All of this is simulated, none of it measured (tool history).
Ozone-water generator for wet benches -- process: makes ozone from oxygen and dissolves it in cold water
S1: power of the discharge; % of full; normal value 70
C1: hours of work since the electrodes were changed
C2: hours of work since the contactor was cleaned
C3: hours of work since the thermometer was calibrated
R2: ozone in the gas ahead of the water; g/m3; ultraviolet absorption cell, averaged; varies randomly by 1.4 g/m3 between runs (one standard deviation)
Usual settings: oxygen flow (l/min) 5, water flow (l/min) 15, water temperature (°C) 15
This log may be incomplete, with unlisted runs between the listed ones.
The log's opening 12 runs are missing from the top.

Run 13, hour 830.6: usual settings; C1 2793; C2 1798; C3 4478. Result: dissolved ozone (ppm) 37.3, R2 256.1 g/m3.
Run 14, hour 869.4: usual settings; C1 2826; C2 1831; C3 4511. Result: dissolved ozone (ppm) 37, R2 257.8 g/m3.
Run 15, hour 920.5: usual settings but water temperature (°C) 12; C1 2869; C2 1874; C3 4554. Result: dissolved ozone (ppm) 38.8, R2 256.5 g/m3.
At hour 977.1: gauge calibrated.
Run 16, hour 982.1: usual settings; C1 2921; C2 1926; C3 4606. Result: dissolved ozone (ppm) 36.7, R2 265.4 g/m3.
At hour 1052.1: water thermometer calibrated.
Run 17, hour 1074.9: usual settings; C1 2999; C2 2005; C3 19. Result: dissolved ozone (ppm) 36.8, R2 262.9 g/m3.
Run 18, hour 1156.2: usual settings but S1 46 % of full; C1 3068; C2 2073; C3 88. Result: dissolved ozone (ppm) 25.6, R2 181.3 g/m3.
Run 19, hour 1234.8: usual settings but S1 46 % of full; C1 3134; C2 2140; C3 155. Result: dissolved ozone (ppm) 25.8, R2 179.4 g/m3.
Run 20, hour 1303.4: usual settings but oxygen flow (l/min) 5.66, water flow (l/min) 12, water temperature (°C) 21; C1 3193; C2 2198; C3 213. Result: dissolved ozone (ppm) 37.3, R2 242.1 g/m3.
Run 21, hour 1384.5: usual settings but oxygen flow (l/min) 5.66, water flow (l/min) 12, water temperature (°C) 21; C1 3261; C2 2267; C3 281. Result: dissolved ozone (ppm) 37.7, R2 242.7 g/m3.
Run 22, hour 1424: usual settings but water temperature (°C) 9; C1 3295; C2 2300; C3 315. Result: dissolved ozone (ppm) 40.3, R2 259.2 g/m3.
Run 23, hour 1494.5: usual settings but water temperature (°C) 9; C1 3354; C2 2360; C3 374. Result: dissolved ozone (ppm) 40.5, R2 259.4 g/m3.
Run 24, hour 1536.4: usual settings but S1 45 % of full, oxygen flow (l/min) 6.11, water temperature (°C) 22; C1 3390; C2 2395; C3 410. Result: dissolved ozone (ppm) 21.6, R2 155.3 g/m3.
Run 25, hour 1576.4: usual settings but S1 61 % of full, oxygen flow (l/min) 3.24, water temperature (°C) 8; C1 3424; C2 2429; C3 444. Result: dissolved ozone (ppm) 36, R2 298.1 g/m3.
Run 26, hour 1624.6: usual settings but S1 71 % of full, oxygen flow (l/min) 6.78, water flow (l/min) 13, water temperature (°C) 16; C1 3464; C2 2470; C3 484. Result: dissolved ozone (ppm) 38.2, R2 220.1 g/m3.
Run 27, hour 1679.1: usual settings but S1 71 % of full, oxygen flow (l/min) 6.78, water flow (l/min) 13, water temperature (°C) 16; C1 3510; C2 2516; C3 531. Result: dissolved ozone (ppm) 38.6, R2 216.6 g/m3.
Run 28, hour 1765.1: usual settings but S1 71 % of full, oxygen flow (l/min) 3.64, water flow (l/min) 13, water temperature (°C) 12; C1 3583; C2 2589; C3 603. Result: dissolved ozone (ppm) 44.2, R2 313.9 g/m3.
Run 29, hour 1851.9: usual settings but S1 71 % of full, oxygen flow (l/min) 3.64, water temperature (°C) 10; C1 3657; C2 2662; C3 677. Result: dissolved ozone (ppm) 41, R2 313.3 g/m3.
Run 30, hour 1928.6: usual settings but S1 71 % of full, oxygen flow (l/min) 4.11, water temperature (°C) 10; C1 3722; C2 2727; C3 742. Result: dissolved ozone (ppm) 40.2, R2 289.3 g/m3.
Run 31, hour 1988.1: usual settings but water flow (l/min) 12, water temperature (°C) 9; C1 3772; C2 2777; C3 792. Result: dissolved ozone (ppm) 47, R2 255.3 g/m3.
Run 32, hour 2046.2: usual settings but S1 55 % of full, oxygen flow (l/min) 7.98; C1 3821; C2 2827; C3 841. Result: dissolved ozone (ppm) 28.1, R2 156 g/m3.
Run 33, hour 2115.2: usual settings but S1 55 % of full, oxygen flow (l/min) 7.98; C1 3880; C2 2885; C3 900. Result: dissolved ozone (ppm) 28.4, R2 153.4 g/m3.

Predict each of these 4 candidate next runs independently; none follows another, all start after run 33:
Run A, hour 2200.8: usual settings but S1 55 % of full, oxygen flow (l/min) 3.38, water flow (l/min) 9, water temperature (°C) 9; C1 3952; C2 2957; C3 972. Result: dissolved ozone (ppm) ?, R2 ?.
Run B, hour 2200.8: usual settings but S1 55 % of full, oxygen flow (l/min) 2.85, water flow (l/min) 22, water temperature (°C) 11; C1 3952; C2 2957; C3 972. Result: dissolved ozone (ppm) ?, R2 ?.
Run C, hour 2200.8: usual settings but S1 55 % of full; C1 3952; C2 2957; C3 972. Result: dissolved ozone (ppm) ?, R2 ?.
Run D, hour 2200.8: usual settings but oxygen flow (l/min) 3.11, water flow (l/min) 12; C1 3952; C2 2957; C3 972. Result: dissolved ozone (ppm) ?, R2 ?.

run  dissolved ozone (ppm)     R2
  A                   48.4  260.4
  B                   22.1  290.3
  C                   30.2  204.5
  D                   44.8  335.7
Without the tool's hidden state the same runs would have given:
run  dissolved ozone (ppm)     R2
  A                   48.5  270.9
  B                   22.1    302
  C                   30.2  212.8
  D                   44.9  349.4

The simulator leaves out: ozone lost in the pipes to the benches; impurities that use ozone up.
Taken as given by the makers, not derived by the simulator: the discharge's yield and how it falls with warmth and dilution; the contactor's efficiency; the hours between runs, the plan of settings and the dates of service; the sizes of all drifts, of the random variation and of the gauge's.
